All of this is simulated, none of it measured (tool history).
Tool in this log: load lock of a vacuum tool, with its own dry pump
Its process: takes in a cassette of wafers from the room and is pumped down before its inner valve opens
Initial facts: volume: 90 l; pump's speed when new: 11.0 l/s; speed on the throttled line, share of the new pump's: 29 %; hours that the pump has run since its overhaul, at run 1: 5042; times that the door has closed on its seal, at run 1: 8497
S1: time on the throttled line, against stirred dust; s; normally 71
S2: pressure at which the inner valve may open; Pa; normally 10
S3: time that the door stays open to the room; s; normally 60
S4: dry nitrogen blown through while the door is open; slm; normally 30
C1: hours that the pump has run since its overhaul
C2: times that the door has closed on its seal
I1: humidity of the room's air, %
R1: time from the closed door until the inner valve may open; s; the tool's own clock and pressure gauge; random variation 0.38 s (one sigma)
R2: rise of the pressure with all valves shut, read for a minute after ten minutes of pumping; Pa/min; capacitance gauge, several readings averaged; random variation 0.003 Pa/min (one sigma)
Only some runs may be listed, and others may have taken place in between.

run,hour,S1,S2,S3,S4,C1,C2,I1,R1,R2
1,0,71,10,60,30,5042,8497,45.7,128.7,0.045
2,373,71,10,60,30,5414,9386,39.9,128.6,0.05
3,717.7,71,10,60,30,5759,10207,47.8,128.8,0.047
4,1201.8,122,10,60,30,6243,11362,44.8,164.4,0.05
5,1716.4,71,10,60,30,6758,12588,42.4,129.3,0.05
6,2251.6,71,10,60,30,7293,13864,42.8,129.8,0.053
7,2539.6,113,10,60,30,7581,14551,45.5,158.7,0.055
8,3061,71,10,60,30,8102,15794,49.7,130.1,0.064
9,3402.6,71,10,60,30,8444,16608,43.5,130.9,0.061
10,3921,71,10,131,30,8962,17844,45.8,130.7,0.079
11,4379.6,71,16,131,30,9421,18937,44.1,126.6,0.075
12,4875.8,71,10,60,30,9917,20120,48.1,130.6,0.08
13,5374.6,71,10,60,30,10416,21309,42.8,131.8,0.071
14,5599.6,71,10,60,30,10641,21846,43.7,131.5,0.07
15,6055.5,71,10,30,30,11097,22933,48.1,131.7,0.079
16,6441.2,71,10,30,30,11483,23852,48.9,131.9,0.082
17,6861.6,71,10,30,30,11903,24854,48.3,131.6,0.086
18,7149.1,71,10,30,30,12191,25540,45,131.7,0.085
19,7640,71,10,60,30,12681,26710,42.8,132.5,0.089
20,8036,74,11,77,7,13077,27654,42.6,133.9,0.115
21,8379.3,51,16,190,21,13421,28473,47.3,114.7,0.122
22,8742.2,51,16,96,21,13784,29338,46.2,114,0.12
23,9160.3,71,10,60,7,14202,30334,41.4,133.5,0.123
24,9454.5,71,10,60,7,14496,31036,46.1,133.5,0.126
25,9902.9,138,10,114,5,14944,32105,46,179,0.148
26,10179.3,68,15,69,11,15221,32764,46.2,128,0.135
27,10417.8,42,15,69,7,15459,33332,48.2,110.3,0.134
28,10875.3,44,10,218,30,15917,34423,43.9,115.7,0.137
29,11115.6,57,8,173,21,16157,34996,47.2,127.3,0.153
30,11517.8,90,12,160,22,16559,35954,46.8,145,0.147
31,11769.6,71,10,175,15,16811,36555,43.5,135.5,0.152
32,12228.9,71,10,175,15,17270,37650,46.4,135.1,0.168
33,12477.7,71,10,175,15,17519,38243,45.7,135.4,0.166
34,12817.2,71,10,175,15,17859,39052,48.4,135.2,0.175
# hour 13306: dry pump taken out, an overhauled one fitted
35,13351,71,16,60,30,45,40311,44.5,124.1,0.151
36,13821.3,71,16,60,30,515,41432,44.9,123.9,0.155
37,14291.6,71,14,111,8,986,42553,39.4,124.5,0.186

How the hidden state differs across the entries between the runs, from the last listed run before each to the first after it:
Run 34 -> run 35: dry pump taken out, an overhauled one fitted (hour 13306)
  pump's speed, % of a new pump's: 87.5 -> 98.5; leak at the door's seal, Pa l/s: 0.1683 -> 0.1763
  measured value less the no-hidden-state value, R1: +8.2 -> +0.8 s; R2: +0.11 -> +0.117 Pa/min
